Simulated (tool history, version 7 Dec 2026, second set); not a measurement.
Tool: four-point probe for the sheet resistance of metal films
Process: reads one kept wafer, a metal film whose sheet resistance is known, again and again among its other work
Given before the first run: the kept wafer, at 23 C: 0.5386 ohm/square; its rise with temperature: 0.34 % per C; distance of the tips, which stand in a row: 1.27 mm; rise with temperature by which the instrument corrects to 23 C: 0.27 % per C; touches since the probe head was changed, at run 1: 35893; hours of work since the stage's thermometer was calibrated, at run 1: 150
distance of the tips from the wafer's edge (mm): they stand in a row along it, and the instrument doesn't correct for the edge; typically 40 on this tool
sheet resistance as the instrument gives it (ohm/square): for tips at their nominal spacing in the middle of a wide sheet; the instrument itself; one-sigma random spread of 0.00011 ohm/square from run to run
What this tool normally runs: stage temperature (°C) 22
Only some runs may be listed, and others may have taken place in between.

| run | hour | stage temperature (°C) | distance of the tips from the wafer's edge (mm) | touches since the probe head was changed | hours of work since the stage's thermometer was calibrated | sheet resistance as the instrument gives it (ohm/square) |
|---|---|---|---|---|---|---|
| 1 | 0 | 22 | 40 | 35893 | 150 | 0.535906 |
| 2 | 19.1 | 22 | 40 | 36517 | 159 | 0.53627 |
| 3 | 41.3 | 21 | 40 | 37246 | 169 | 0.535816 |
| 4 | 68.7 | 22 | 40 | 38140 | 181 | 0.536217 |
| 5 | 87.7 | 22 | 40 | 38764 | 189 | 0.535945 |
| 6 | 115.5 | 22 | 40 | 39672 | 202 | 0.536088 |
| 7 | 150.8 | 22 | 40 | 40829 | 218 | 0.535983 |
| 8 | 178.1 | 22 | 3 | 41720 | 230 | 0.582664 |
| 9 | 210 | 28 | 6 | 42765 | 244 | 0.550573 |
| 10 | 243 | 23 | 25 | 43846 | 259 | 0.536744 |
| 11 | 277.7 | 23 | 25 | 44981 | 275 | 0.536602 |
| 12 | 310.7 | 23 | 25 | 46062 | 290 | 0.536806 |
| 13 | 332.3 | 31 | 16 | 46767 | 299 | 0.540489 |
| 14 | 364.7 | 24 | 25 | 47829 | 314 | 0.537129 |

For run 15, what comes out?
| 15 | 390.1 | 24 | 25 | 48659 | 325 | ? |

Run 15 yielded sheet resistance as the instrument gives it (ohm/square) 0.536912.
Take away the tool's hidden state, keep the run-to-run variation as it was, and the same run would have given sheet resistance as the instrument gives it (ohm/square) 0.539597.
